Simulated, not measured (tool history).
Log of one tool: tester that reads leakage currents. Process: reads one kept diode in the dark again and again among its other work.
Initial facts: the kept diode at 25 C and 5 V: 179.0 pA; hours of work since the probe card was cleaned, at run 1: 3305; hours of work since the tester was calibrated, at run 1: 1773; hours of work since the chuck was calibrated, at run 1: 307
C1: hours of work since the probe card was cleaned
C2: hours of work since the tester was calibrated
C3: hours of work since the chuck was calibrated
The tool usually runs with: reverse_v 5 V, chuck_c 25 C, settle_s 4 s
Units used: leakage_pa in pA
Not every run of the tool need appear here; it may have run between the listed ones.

{"run": 1, "hour": 0.0, "reverse_v": 5, "chuck_c": 25, "settle_s": 4, "C1": 3305, "C2": 1773, "C3": 307, "leakage_pa": 186.19}
{"run": 2, "hour": 58.0, "reverse_v": 5, "chuck_c": 25, "settle_s": 4, "C1": 3350, "C2": 1819, "C3": 353, "leakage_pa": 185.47}
{"run": 3, "hour": 102.4, "reverse_v": 5, "chuck_c": 44, "settle_s": 4, "C1": 3386, "C2": 1854, "C3": 388, "leakage_pa": 790.08}
{"hour": 124.8, "done": "probe card cleaned and baked"}
{"run": 4, "hour": 162.8, "reverse_v": 5, "chuck_c": 30, "settle_s": 4, "C1": 30, "C2": 1900, "C3": 434, "leakage_pa": 265.83}
{"run": 5, "hour": 218.3, "reverse_v": 5, "chuck_c": 21, "settle_s": 4, "C1": 74, "C2": 1944, "C3": 477, "leakage_pa": 126.71}
{"run": 6, "hour": 259.6, "reverse_v": 5, "chuck_c": 21, "settle_s": 4, "C1": 107, "C2": 1976, "C3": 510, "leakage_pa": 125.6}
{"run": 7, "hour": 311.5, "reverse_v": 5, "chuck_c": 21, "settle_s": 4, "C1": 148, "C2": 2017, "C3": 551, "leakage_pa": 125.39}
{"run": 8, "hour": 349.0, "reverse_v": 5, "chuck_c": 20, "settle_s": 4, "C1": 177, "C2": 2047, "C3": 581, "leakage_pa": 115.8}
{"run": 9, "hour": 378.4, "reverse_v": 5, "chuck_c": 25, "settle_s": 4, "C1": 200, "C2": 2070, "C3": 604, "leakage_pa": 176.89}
{"run": 10, "hour": 417.4, "reverse_v": 14.05, "chuck_c": 26, "settle_s": 1.02, "C1": 231, "C2": 2101, "C3": 635, "leakage_pa": 304.34}
{"run": 11, "hour": 469.0, "reverse_v": 14.05, "chuck_c": 26, "settle_s": 1.02, "C1": 272, "C2": 2142, "C3": 676, "leakage_pa": 306.03}
{"run": 12, "hour": 493.6, "reverse_v": 10.69, "chuck_c": 55, "settle_s": 4, "C1": 292, "C2": 2161, "C3": 695, "leakage_pa": 2379.61}
{"run": 13, "hour": 520.1, "reverse_v": 10.69, "chuck_c": 55, "settle_s": 4, "C1": 312, "C2": 2182, "C3": 716, "leakage_pa": 2366.46}
{"run": 14, "hour": 560.9, "reverse_v": 10.69, "chuck_c": 55, "settle_s": 4, "C1": 345, "C2": 2214, "C3": 748, "leakage_pa": 2373.26}
{"run": 15, "hour": 596.4, "reverse_v": 5, "chuck_c": 55, "settle_s": 4, "C1": 373, "C2": 2243, "C3": 776, "leakage_pa": 1688.79}
{"run": 16, "hour": 625.4, "reverse_v": 1.47, "chuck_c": 38, "settle_s": 4, "C1": 396, "C2": 2265, "C3": 799, "leakage_pa": 285.66}
{"run": 17, "hour": 654.6, "reverse_v": 6.71, "chuck_c": 55, "settle_s": 9.01, "C1": 419, "C2": 2289, "C3": 822, "leakage_pa": 1915.74}

Below are 4 alternative next runs, each starting from the tool's condition after run 17. Predict each:
{"run": "A", "hour": 692.2, "reverse_v": 10.38, "chuck_c": 51, "settle_s": 4, "C1": 449, "C2": 2318, "C3": 852, "leakage_pa": "?"}
{"run": "B", "hour": 692.2, "reverse_v": 6.71, "chuck_c": 51, "settle_s": 9.01, "C1": 449, "C2": 2318, "C3": 852, "leakage_pa": "?"}
{"run": "C", "hour": 692.2, "reverse_v": 6.65, "chuck_c": 43, "settle_s": 9.01, "C1": 449, "C2": 2318, "C3": 852, "leakage_pa": "?"}
{"run": "D", "hour": 692.2, "reverse_v": 2.32, "chuck_c": 55, "settle_s": 9.01, "C1": 449, "C2": 2318, "C3": 852, "leakage_pa": "?"}

run=A leakage_pa=1767.2
run=B leakage_pa=1448.53
run=C leakage_pa=811.4
run=D leakage_pa=1196.79
Without the tool's unlogged condition, the same runs would have read:
run=A leakage_pa=1809.19
run=B leakage_pa=1483.39
run=C leakage_pa=831.69
run=D leakage_pa=1225.34

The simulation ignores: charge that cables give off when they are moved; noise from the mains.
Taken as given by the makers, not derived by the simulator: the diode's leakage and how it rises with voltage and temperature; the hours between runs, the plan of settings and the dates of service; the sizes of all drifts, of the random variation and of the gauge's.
